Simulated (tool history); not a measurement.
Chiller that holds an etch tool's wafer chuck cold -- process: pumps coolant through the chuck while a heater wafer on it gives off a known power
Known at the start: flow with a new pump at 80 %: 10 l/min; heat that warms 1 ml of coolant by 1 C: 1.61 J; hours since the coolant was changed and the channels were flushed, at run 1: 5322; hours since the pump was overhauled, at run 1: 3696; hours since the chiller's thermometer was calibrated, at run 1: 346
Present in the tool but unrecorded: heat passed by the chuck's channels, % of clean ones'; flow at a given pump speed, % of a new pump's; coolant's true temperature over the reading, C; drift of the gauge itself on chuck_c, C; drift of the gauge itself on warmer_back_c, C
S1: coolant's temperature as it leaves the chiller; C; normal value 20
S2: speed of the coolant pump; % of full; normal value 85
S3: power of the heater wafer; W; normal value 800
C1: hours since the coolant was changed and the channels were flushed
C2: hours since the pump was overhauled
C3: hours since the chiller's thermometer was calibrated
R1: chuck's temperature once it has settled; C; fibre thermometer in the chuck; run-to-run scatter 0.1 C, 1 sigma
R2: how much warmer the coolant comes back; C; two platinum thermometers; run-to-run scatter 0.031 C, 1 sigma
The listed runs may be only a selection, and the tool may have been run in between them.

Run 1, day 0: usual settings; C1 5322; C2 3696; C3 346. Result: R1 29.1 C, R2 2.8 C.
Run 2, day 4.279: usual settings; C1 5424; C2 3799; C3 448. Result: R1 28.9 C, R2 2.81 C.
Run 3, day 7.75: usual settings; C1 5508; C2 3882; C3 532. Result: R1 29 C, R2 2.79 C.
Run 4, day 13.975: usual settings; C1 5657; C2 4032; C3 681. Result: R1 28.9 C, R2 2.79 C.
Run 5, day 18.788: usual settings; C1 5772; C2 4147; C3 797. Result: R1 28.9 C, R2 2.87 C.
Run 6, day 23.592: usual settings but S1 16 C; C1 5888; C2 4263; C3 912. Result: R1 24.9 C, R2 2.85 C.
Run 7, day 27.362: usual settings; C1 5978; C2 4353; C3 1002. Result: R1 29 C, R2 2.94 C.
Run 8, day 33.275: usual settings; C1 6120; C2 4495; C3 1144. Result: R1 29 C, R2 2.86 C.
Run 9, day 39.525: usual settings but S3 782 W; C1 6270; C2 4645; C3 1294. Result: R1 28.6 C, R2 2.84 C.
Run 10, day 46.112: usual settings but S3 782 W; C1 6428; C2 4803; C3 1452. Result: R1 28.7 C, R2 2.87 C.
Run 11, day 53.038: usual settings but S1 13 C; C1 6594; C2 4969; C3 1619. Result: R1 21.9 C, R2 3.01 C.
Run 12, day 60.342: usual settings; C1 6770; C2 5145; C3 1794. Result: R1 29.1 C, R2 2.93 C.
Run 13, day 64.4: usual settings but S1 26 C; C1 6867; C2 5242; C3 1891. Result: R1 34.9 C, R2 3.08 C.
Run 14, day 68.333: usual settings but S1 26 C, S3 406 W; C1 6961; C2 5336; C3 1986. Result: R1 30.5 C, R2 1.71 C.
At day 73.546: coolant changed, channels flushed.
Run 15, day 73.546: usual settings but S1 26 C, S3 406 W; C1 0; C2 5455; C3 2105. Result: R1 30.7 C, R2 1.67 C.
Run 16, day 79.162: usual settings but S1 26 C, S3 406 W; C1 135; C2 5590; C3 2240. Result: R1 30.5 C, R2 1.7 C.
At day 81.192: chiller's thermometer calibrated.
Run 17, day 86.775: usual settings but S1 23 C, S2 82 % of full, S3 852 W; C1 316; C2 5772; C3 134. Result: R1 32.6 C, R2 3.39 C.
Run 18, day 91.729: usual settings but S1 21 C, S2 82 % of full, S3 596 W; C1 435; C2 5891; C3 253. Result: R1 28.1 C, R2 2.48 C.
Run 19, day 97.142: usual settings but S1 25 C, S2 78 % of full, S3 461 W; C1 565; C2 6021; C3 383. Result: R1 30.4 C, R2 2.17 C.
Run 20, day 103.133: usual settings but S1 25 C, S2 78 % of full, S3 461 W; C1 709; C2 6165; C3 527. Result: R1 30.6 C, R2 2.15 C.
Run 21, day 109.212: usual settings but S1 25 C, S2 78 % of full, S3 461 W; C1 855; C2 6310; C3 672. Result: R1 30.4 C, R2 2.14 C.
At day 109.817: gauge calibrated.
Run 22, day 116.762: usual settings but S1 27 C, S2 78 % of full, S3 657 W; C1 1036; C2 6492; C3 854. Result: R1 34.8 C, R2 2.54 C.
Run 23, day 122.479: usual settings but S1 29 C, S2 78 % of full, S3 657 W; C1 1173; C2 6629; C3 991. Result: R1 36.8 C, R2 2.59 C.
Run 24, day 126.646: usual settings but S1 29 C, S2 78 % of full, S3 1025 W; C1 1273; C2 6729; C3 1091. Result: R1 41.3 C, R2 4.04 C.
Run 25, day 134.592: usual settings but S1 29 C, S2 78 % of full, S3 1025 W; C1 1464; C2 6920; C3 1282. Result: R1 41.5 C, R2 4 C.
Run 26, day 141.246: usual settings but S1 16 C, S2 61 % of full, S3 622 W; C1 1624; C2 7079; C3 1441. Result: R1 25.3 C, R2 3.23 C.
Run 27, day 146.054: usual settings but S1 16 C, S2 65 % of full, S3 622 W; C1 1739; C2 7195; C3 1557. Result: R1 24.7 C, R2 3.08 C.
Run 28, day 149.621: usual settings but S1 16 C, S2 65 % of full, S3 622 W; C1 1825; C2 7280; C3 1642. Result: R1 24.7 C, R2 3.07 C.
Run 29, day 156.012: usual settings but S1 23 C, S2 64 % of full, S3 502 W; C1 1978; C2 7434; C3 1796. Result: R1 30.2 C, R2 2.56 C.
Run 30, day 162.871: usual settings but S1 25 C, S3 502 W; C1 2143; C2 7598; C3 1960. Result: R1 30.7 C, R2 1.97 C.
Run 31, day 170.046: usual settings but S2 63 % of full, S3 560 W; C1 2315; C2 7771; C3 2133. Result: R1 28 C, R2 2.91 C.

Hidden condition of the tool, last listed run before each entry between runs versus first listed run after:
Run 14 -> run 15: coolant changed, channels flushed (day 73.546)
  heat passed by the chuck's channels, % of clean ones': 99.5 -> 100; drift of the gauge itself on warmer_back_c, C: 0.26 -> 0.28
  measured value less the no-hidden-state value, R2: +0.26 -> +0.28 C
Run 16 -> run 17: chiller's thermometer calibrated (day 81.192)
  drift of the gauge itself on warmer_back_c, C: 0.3 -> 0.33
  measured value less the no-hidden-state value, R2: +0.3 -> +0.33 C
Run 21 -> run 22: gauge calibrated (day 109.817)
  drift of the gauge itself on warmer_back_c, C: 0.41 -> 0.03
  measured value less the no-hidden-state value, R2: +0.41 -> +0.03 C

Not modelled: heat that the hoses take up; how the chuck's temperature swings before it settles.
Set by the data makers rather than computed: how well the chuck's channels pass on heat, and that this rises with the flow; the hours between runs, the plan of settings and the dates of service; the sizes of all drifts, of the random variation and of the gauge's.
